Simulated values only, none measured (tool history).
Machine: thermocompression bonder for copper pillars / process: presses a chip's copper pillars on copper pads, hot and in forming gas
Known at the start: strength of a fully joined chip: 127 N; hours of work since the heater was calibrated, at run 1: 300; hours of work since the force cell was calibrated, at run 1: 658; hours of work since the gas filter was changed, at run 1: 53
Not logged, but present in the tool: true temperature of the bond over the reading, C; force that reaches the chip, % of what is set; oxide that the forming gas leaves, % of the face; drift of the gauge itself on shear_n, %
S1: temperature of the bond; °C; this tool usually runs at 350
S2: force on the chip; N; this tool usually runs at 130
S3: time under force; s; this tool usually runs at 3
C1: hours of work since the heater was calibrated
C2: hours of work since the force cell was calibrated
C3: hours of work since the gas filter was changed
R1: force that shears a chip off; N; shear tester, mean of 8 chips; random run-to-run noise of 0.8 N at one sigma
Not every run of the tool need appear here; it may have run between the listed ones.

run 1 hour=0.0 | S1=350 S2=130 S3=3 | C1=300 C2=658 C3=53 | R1=54.7
run 2 hour=73.8 | S1=357 S2=130 S3=3 | C1=333 C2=691 C3=85 | R1=57.7
run 3 hour=126.7 | S1=357 S2=130 S3=3 | C1=356 C2=714 C3=108 | R1=56.4
-- hour=131.5 forming gas filter changed
run 4 hour=212.2 | S1=357 S2=130 S3=3 | C1=394 C2=751 C3=36 | R1=59.1
run 5 hour=259.7 | S1=357 S2=130 S3=3 | C1=414 C2=772 C3=56 | R1=59.4
run 6 hour=326.8 | S1=350 S2=130 S3=3 | C1=444 C2=802 C3=86 | R1=52.9
run 7 hour=368.3 | S1=350 S2=130 S3=8 | C1=462 C2=820 C3=104 | R1=70.2
-- hour=388.9 forming gas filter changed
run 8 hour=413.1 | S1=337 S2=130 S3=8 | C1=482 C2=840 C3=11 | R1=71.7
run 9 hour=467.7 | S1=337 S2=130 S3=3 | C1=506 C2=864 C3=35 | R1=47.7

Expected results for the next run?
run 10 hour=562.0 | S1=337 S2=130 S3=3 | C1=547 C2=905 C3=76 | R1=?

R1: 45.1 N
Without the tool's hidden state the same run would have given R1 54.7 N.

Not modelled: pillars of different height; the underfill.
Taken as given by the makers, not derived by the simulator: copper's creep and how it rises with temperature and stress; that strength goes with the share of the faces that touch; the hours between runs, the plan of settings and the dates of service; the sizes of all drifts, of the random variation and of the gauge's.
